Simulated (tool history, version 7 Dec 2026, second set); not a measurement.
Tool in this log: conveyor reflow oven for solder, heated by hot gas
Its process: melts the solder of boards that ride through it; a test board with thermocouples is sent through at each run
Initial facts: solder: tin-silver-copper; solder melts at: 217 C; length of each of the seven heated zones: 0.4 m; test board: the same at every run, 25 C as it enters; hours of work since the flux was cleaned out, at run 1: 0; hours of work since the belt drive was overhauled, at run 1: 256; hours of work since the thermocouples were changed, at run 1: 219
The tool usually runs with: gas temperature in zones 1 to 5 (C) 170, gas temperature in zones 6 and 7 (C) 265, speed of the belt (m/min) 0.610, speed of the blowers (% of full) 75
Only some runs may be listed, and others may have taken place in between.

run    day  gas temperature in zones 1 to 5 (C)  gas temperature in zones 6 and 7 (C)  speed of the belt (m/min)  speed of the blowers (% of full)  hours of work since the flux was cleaned out  hours of work since the belt drive was overhauled  hours of work since the thermocouples were changed  highest temperature of the board (C)  time above the solder's melting point (s)
  1  0.000                                  170                                   265                      0.610                                75                                             0                                                256                                                 219                                 252.4                                       59.5
  2  0.192                                  170                                   277                      0.610                                75                                             3                                                259                                                 221                                 263.2                                       65.3
  3  0.400                                  170                                   277                      0.610                                75                                             6                                                262                                                 225                                 263.3                                       65.5
  4  0.762                                  170                                   265                      0.535                                75                                            11                                                267                                                 230                                 256.5                                       71.6
  5  1.096                                  170                                   265                      0.641                                75                                            16                                                272                                                 235                                 251.3                                       54.8
  6  1.350                                  170                                   265                      0.610                                75                                            20                                                276                                                 239                                 252.2                                       59.4
  7  1.608                                  170                                   265                      0.610                                74                                            24                                                280                                                 242                                 252.1                                       59.1
  8  1.967                                  170                                   265                      0.610                                74                                            29                                                285                                                 248                                 252.7                                       60.0
  9  2.358                                  170                                   265                      0.610                                74                                            35                                                291                                                 254                                 252.5                                       59.3
 10  2.562                                  170                                   265                      0.610                                74                                            38                                                294                                                 257                                 252.5                                       59.1
 11  2.883                                  170                                   265                      0.610                                74                                            43                                                299                                                 261                                 252.4                                       58.9
 12  3.317                                  170                                   265                      0.610                                84                                            49                                                305                                                 268                                 254.7                                       61.4
 13  3.525                                  170                                   265                      0.610                                84                                            52                                                308                                                 271                                 255.0                                       60.5
 14  3.804                                  170                                   265                      0.714                                84                                            56                                                312                                                 275                                 250.2                                       48.1
 15  4.096                                  170                                   265                      0.582                                84                                            61                                                316                                                 279                                 254.9                                       65.6
 16  4.483                                  170                                   265                      0.582                                84                                            66                                                322                                                 285                                 256.8                                       65.4
 17  4.862                                  164                                   257                      0.511                                80                                            72                                                328                                                 291                                 248.6                                       68.3
 18  5.300                                  164                                   257                      0.633                                80                                            79                                                334                                                 297                                 244.4                                       49.5
 19  5.546                                  175                                   265                      0.665                                75                                            82                                                338                                                 301                                 251.6                                       54.0
 20  5.942                                  175                                   265                      0.665                                75                                            88                                                344                                                 307                                 250.8                                       54.1
 21  6.262                                  175                                   265                      0.665                                75                                            93                                                349                                                 311                                 250.5                                       54.6
 22  6.504                                  184                                   272                      0.665                                53                                            96                                                352                                                 315                                 251.5                                       56.3
 23  6.746                                  155                                   272                      0.665                                82                                           100                                                356                                                 319                                 255.5                                       51.3
 24  6.962                                  170                                   265                      0.610                                83                                           103                                                359                                                 322                                 254.5                                       60.5
 25  7.271                                  170                                   265                      0.610                                83                                           108                                                364                                                 326                                 254.4                                       61.3
 26  7.646                                  170                                   265                      0.610                                83                                           113                                                369                                                 332                                 255.2                                       61.5
 27  7.867                                  184                                   278                      0.610                                82                                           117                                                372                                                 335                                 267.4                                       72.0
 28  8.304                                  184                                   278                      0.610                                82                                           123                                                379                                                 342                                 267.4                                       73.0
 29  8.612                                  170                                   256                      0.610                                75                                           128                                                383                                                 346                                 244.2                                       51.8
 30  9.042                                  178                                   274                      0.724                                75                                           134                                                390                                                 353                                 255.4                                       54.1
 31  9.367                                  165                                   265                      0.610                                72                                           139                                                395                                                 357                                 251.2                                       56.3

3 options for the next run, each taken on its own from the tool as it stands now. Forecast them:
  A  9.633                                  165                                   262                      0.610                                87                                           143                                                399                                                 361                                     ?                                          ?
  B  9.633                                  162                                   265                      0.610                                69                                           143                                                399                                                 361                                     ?                                          ?
  C  9.633                                  184                                   265                      0.615                                86                                           143                                                399                                                 361                                     ?                                          ?

run  highest temperature of the board (C)  time above the solder's melting point (s)
  A                                 251.5                                       57.8
  B                                 249.1                                       53.5
  C                                 255.1                                       66.0
With the hidden condition removed and each run's random variation left untouched, the same runs would have given:
run  highest temperature of the board (C)  time above the solder's melting point (s)
  A                                 252.4                                       57.9
  B                                 249.9                                       53.6
  C                                 255.9                                       65.8
